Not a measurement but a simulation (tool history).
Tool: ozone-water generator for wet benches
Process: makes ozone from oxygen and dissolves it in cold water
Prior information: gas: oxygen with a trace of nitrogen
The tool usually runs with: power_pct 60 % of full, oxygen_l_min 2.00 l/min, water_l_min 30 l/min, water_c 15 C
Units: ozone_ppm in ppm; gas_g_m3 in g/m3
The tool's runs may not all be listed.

run 1 day=0.000 | power_pct=60 oxygen_l_min=2.00 water_l_min=30 water_c=15 | ozone_ppm=10.6 gas_g_m3=243.1
run 2 day=1.058 | power_pct=60 oxygen_l_min=2.33 water_l_min=30 water_c=15 | ozone_ppm=11.3 gas_g_m3=229.4
run 3 day=2.017 | power_pct=60 oxygen_l_min=2.00 water_l_min=27 water_c=15 | ozone_ppm=11.4 gas_g_m3=239.2
run 4 day=3.512 | power_pct=60 oxygen_l_min=2.00 water_l_min=27 water_c=15 | ozone_ppm=11.8 gas_g_m3=239.4
run 5 day=5.017 | power_pct=60 oxygen_l_min=2.00 water_l_min=27 water_c=15 | ozone_ppm=11.8 gas_g_m3=239.5
run 6 day=6.421 | power_pct=54 oxygen_l_min=2.00 water_l_min=30 water_c=15 | ozone_ppm=9.8 gas_g_m3=226.2
run 7 day=8.225 | power_pct=60 oxygen_l_min=2.00 water_l_min=30 water_c=15 | ozone_ppm=10.6 gas_g_m3=239.0
run 8 day=9.442 | power_pct=60 oxygen_l_min=2.00 water_l_min=30 water_c=15 | ozone_ppm=10.3 gas_g_m3=238.9
run 9 day=11.158 | power_pct=60 oxygen_l_min=2.00 water_l_min=30 water_c=15 | ozone_ppm=10.3 gas_g_m3=236.8
run 10 day=12.229 | power_pct=60 oxygen_l_min=2.00 water_l_min=30 water_c=15 | ozone_ppm=10.4 gas_g_m3=239.4
run 11 day=13.279 | power_pct=60 oxygen_l_min=2.00 water_l_min=30 water_c=15 | ozone_ppm=10.3 gas_g_m3=237.6
run 12 day=14.896 | power_pct=60 oxygen_l_min=2.00 water_l_min=30 water_c=15 | ozone_ppm=10.3 gas_g_m3=237.2
run 13 day=15.896 | power_pct=65 oxygen_l_min=1.33 water_l_min=30 water_c=15 | ozone_ppm=9.2 gas_g_m3=294.8
run 14 day=17.608 | power_pct=65 oxygen_l_min=1.33 water_l_min=30 water_c=15 | ozone_ppm=8.9 gas_g_m3=294.9
run 15 day=18.392 | power_pct=65 oxygen_l_min=1.33 water_l_min=30 water_c=15 | ozone_ppm=8.9 gas_g_m3=293.3
-- day=19.142 water thermometer calibrated
run 16 day=19.483 | power_pct=53 oxygen_l_min=1.57 water_l_min=26 water_c=20 | ozone_ppm=9.8 gas_g_m3=239.0

Below are 4 alternative next runs, each starting from the tool's condition after run 16. Predict each:
run A day=20.912 | power_pct=68 oxygen_l_min=1.09 water_l_min=32 water_c=20 | ozone_ppm=? gas_g_m3=?
run B day=20.912 | power_pct=66 oxygen_l_min=1.57 water_l_min=18 water_c=19 | ozone_ppm=? gas_g_m3=?
run C day=20.912 | power_pct=59 oxygen_l_min=2.00 water_l_min=36 water_c=15 | ozone_ppm=? gas_g_m3=?
run D day=20.912 | power_pct=80 oxygen_l_min=2.00 water_l_min=30 water_c=22 | ozone_ppm=? gas_g_m3=?

run=A ozone_ppm=7.5 gas_g_m3=325.2
run=B ozone_ppm=16.3 gas_g_m3=277.4
run=C ozone_ppm=8.2 gas_g_m3=235.2
run=D ozone_ppm=12.2 gas_g_m3=288.7
With no hidden state in the tool, these same runs would have given:
run=A ozone_ppm=7.5 gas_g_m3=328.8
run=B ozone_ppm=16.3 gas_g_m3=280.4
run=C ozone_ppm=8.2 gas_g_m3=237.8
run=D ozone_ppm=12.2 gas_g_m3=291.9

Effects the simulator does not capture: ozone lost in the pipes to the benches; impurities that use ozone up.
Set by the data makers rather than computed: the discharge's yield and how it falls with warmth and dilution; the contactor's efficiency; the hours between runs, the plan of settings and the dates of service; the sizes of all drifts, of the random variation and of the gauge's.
